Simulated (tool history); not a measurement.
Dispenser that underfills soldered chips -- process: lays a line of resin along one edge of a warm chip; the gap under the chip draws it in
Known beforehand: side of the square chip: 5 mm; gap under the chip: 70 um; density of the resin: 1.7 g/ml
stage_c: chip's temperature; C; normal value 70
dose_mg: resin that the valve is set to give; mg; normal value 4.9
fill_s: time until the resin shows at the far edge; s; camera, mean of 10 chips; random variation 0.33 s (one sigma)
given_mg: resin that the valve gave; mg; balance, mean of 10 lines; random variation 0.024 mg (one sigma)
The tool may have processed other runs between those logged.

run 1 day=0 | stage_c=70 dose_mg=4.9 | fill_s=17.2 given_mg=4.82
-- day=0.042 new syringe of resin
run 2 day=0.329 | stage_c=70 dose_mg=4.9 | fill_s=17.8 given_mg=4.8
-- day=0.383 new syringe of resin
run 3 day=0.512 | stage_c=70 dose_mg=4.9 | fill_s=15.9 given_mg=4.79
run 4 day=0.679 | stage_c=70 dose_mg=4.83 | fill_s=17.9 given_mg=4.73
-- day=0.704 new syringe of resin
run 5 day=0.879 | stage_c=70 dose_mg=4.83 | fill_s=16.6 given_mg=4.68
-- day=1.038 new syringe of resin
run 6 day=1.071 | stage_c=70 dose_mg=4.83 | fill_s=14.3 given_mg=4.73
run 7 day=1.3 | stage_c=70 dose_mg=6.23 | fill_s=16.8 given_mg=6.14
-- day=1.371 new syringe of resin
run 8 day=1.462 | stage_c=70 dose_mg=4.9 | fill_s=15.9 given_mg=4.73
-- day=1.55 dispensing valve cleaned and set on the balance
-- day=1.742 new syringe of resin
run 9 day=1.767 | stage_c=70 dose_mg=4.9 | fill_s=14.2 given_mg=4.87
run 10 day=2 | stage_c=72 dose_mg=5.23 | fill_s=15.8 given_mg=5.23
-- day=2.067 new syringe of resin
run 11 day=2.217 | stage_c=75 dose_mg=4.8 | fill_s=12.3 given_mg=4.76
-- day=2.383 new syringe of resin
run 12 day=2.521 | stage_c=67 dose_mg=4.9 | fill_s=18.2 given_mg=4.87
-- day=2.712 new syringe of resin
run 13 day=2.804 | stage_c=70 dose_mg=5.01 | fill_s=14.8 given_mg=5
run 14 day=3.012 | stage_c=70 dose_mg=5.01 | fill_s=18 given_mg=4.97

For run 15, what comes out?
-- day=3.042 new syringe of resin
run 15 day=3.158 | stage_c=62 dose_mg=5.6 | fill_s=? given_mg=?

Logged for run 15: fill_s 23.1 s, given_mg 5.54 mg.
Minus the tool's unlogged condition, the same run would have read fill_s 21.5 s, given_mg 5.6 mg.

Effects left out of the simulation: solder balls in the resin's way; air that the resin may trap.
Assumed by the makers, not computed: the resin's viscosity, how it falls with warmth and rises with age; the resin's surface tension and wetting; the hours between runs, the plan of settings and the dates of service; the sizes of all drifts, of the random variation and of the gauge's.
